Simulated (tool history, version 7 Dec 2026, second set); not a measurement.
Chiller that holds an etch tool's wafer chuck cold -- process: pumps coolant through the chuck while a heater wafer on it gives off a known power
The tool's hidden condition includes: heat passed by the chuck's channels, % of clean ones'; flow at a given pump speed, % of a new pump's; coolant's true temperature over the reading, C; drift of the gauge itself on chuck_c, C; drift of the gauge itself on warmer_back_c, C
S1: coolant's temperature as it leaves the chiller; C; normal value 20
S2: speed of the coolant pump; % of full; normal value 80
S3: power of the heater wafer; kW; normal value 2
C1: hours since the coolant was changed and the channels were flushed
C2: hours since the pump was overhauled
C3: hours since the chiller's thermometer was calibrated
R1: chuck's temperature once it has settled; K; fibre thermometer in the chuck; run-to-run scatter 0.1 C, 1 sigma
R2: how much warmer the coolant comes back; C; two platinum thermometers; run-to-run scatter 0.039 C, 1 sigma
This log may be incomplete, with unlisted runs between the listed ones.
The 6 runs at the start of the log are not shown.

| run | hour | S1 | S2 | S3 | C1 | C2 | C3 | R1 | R2 |
|---|---|---|---|---|---|---|---|---|---|
| 7 | 733.4 | 20 | 80 | 2 | 6469 | 5722 | 1092 | 318.45 | 8.02 |
| 8 | 847.1 | 20 | 80 | 2 | 6582 | 5835 | 1206 | 318.65 | 8.03 |
| 9 | 973.8 | 20 | 80 | 2 | 6709 | 5962 | 1333 | 318.45 | 7.96 |
| 10 | 1135.8 | 20 | 80 | 2.595 | 6871 | 6124 | 1495 | 325.85 | 10.45 |
| 11 | 1268.5 | 20 | 80 | 2.595 | 7004 | 6257 | 1628 | 325.95 | 10.42 |
| 12 | 1423.4 | 20 | 80 | 2.595 | 7159 | 6412 | 1782 | 325.95 | 10.53 |
| 13 | 1574.1 | 20 | 80 | 2.595 | 7309 | 6563 | 1933 | 326.05 | 10.57 |
| 14 | 1707.4 | 20 | 69 | 2 | 7443 | 6696 | 2067 | 322.25 | 9.5 |
| 15 | 1798 | 20 | 69 | 2 | 7533 | 6786 | 2157 | 322.05 | 9.58 |
| 16 | 1874.2 | 13 | 81 | 1.765 | 7609 | 6863 | 2233 | 308.25 | 7.02 |
| 17 | 1962.5 | 17 | 61 | 1.143 | 7698 | 6951 | 2322 | 308.55 | 6.25 |
| 18 | 2075.1 | 17 | 61 | 1.143 | 7810 | 7064 | 2434 | 308.65 | 6.29 |
| 19 | 2184.4 | 16 | 70 | 2 | 7920 | 7173 | 2544 | 317.75 | 9.46 |
| 20 | 2266.1 | 30 | 88 | 2 | 8001 | 7255 | 2625 | 326.25 | 7.27 |
| 21 | 2361.8 | 15 | 83 | 1.871 | 8097 | 7350 | 2721 | 311.15 | 7.21 |
| 22 | 2453.2 | 15 | 64 | 1.377 | 8188 | 7442 | 2812 | 309.65 | 7.14 |
| 23 | 2526.5 | 15 | 64 | 1.377 | 8262 | 7515 | 2886 | 309.65 | 7.19 |
| 24 | 2661.7 | 15 | 64 | 1.377 | 8397 | 7650 | 3021 | 309.55 | 7.18 |
| 25 | 2736.7 | 15 | 64 | 1.377 | 8472 | 7725 | 3096 | 309.55 | 7.21 |
| 26 | 2820.9 | 15 | 73 | 1.377 | 8556 | 7809 | 3180 | 307.35 | 6.17 |
| 27 | 2931.5 | 15 | 64 | 1.528 | 8667 | 7920 | 3291 | 312.05 | 8.01 |
| 28 | 3072 | 11 | 99 | 1.528 | 8807 | 8060 | 3431 | 300.25 | 4.75 |
| 29 | 3169.1 | 11 | 64 | 1.528 | 8904 | 8158 | 3528 | 308.05 | 7.97 |
|  | 3230 | chiller's thermometer calibrated |
| 30 | 3253.9 | 20 | 89 | 1.026 | 8988 | 8241 | 24 | 305.05 | 3.6 |

5 options for the next run, each taken on its own from the tool as it stands now. Forecast them:
| A | 3397.4 | 20 | 89 | 2 | 9132 | 8385 | 167 | ? | ? |
| B | 3397.4 | 12 | 80 | 2 | 9132 | 8385 | 167 | ? | ? |
| C | 3397.4 | 18 | 74 | 2 | 9132 | 8385 | 167 | ? | ? |
| D | 3397.4 | 27 | 71 | 2.371 | 9132 | 8385 | 167 | ? | ? |
| E | 3397.4 | 22 | 80 | 2 | 9132 | 8385 | 167 | ? | ? |

| run | R1 | R2 |
|---|---|---|
| A | 316.05 | 7.16 |
| B | 310.55 | 8.09 |
| C | 318.35 | 8.86 |
| D | 333.65 | 11.02 |
| E | 320.55 | 8.06 |
Stripped of hidden state, with their random variation kept, the same runs would have yielded:
| run | R1 | R2 |
|---|---|---|
| A | 315.95 | 7.16 |
| B | 310.45 | 8.09 |
| C | 318.35 | 8.86 |
| D | 333.55 | 11.02 |
| E | 320.55 | 8.05 |

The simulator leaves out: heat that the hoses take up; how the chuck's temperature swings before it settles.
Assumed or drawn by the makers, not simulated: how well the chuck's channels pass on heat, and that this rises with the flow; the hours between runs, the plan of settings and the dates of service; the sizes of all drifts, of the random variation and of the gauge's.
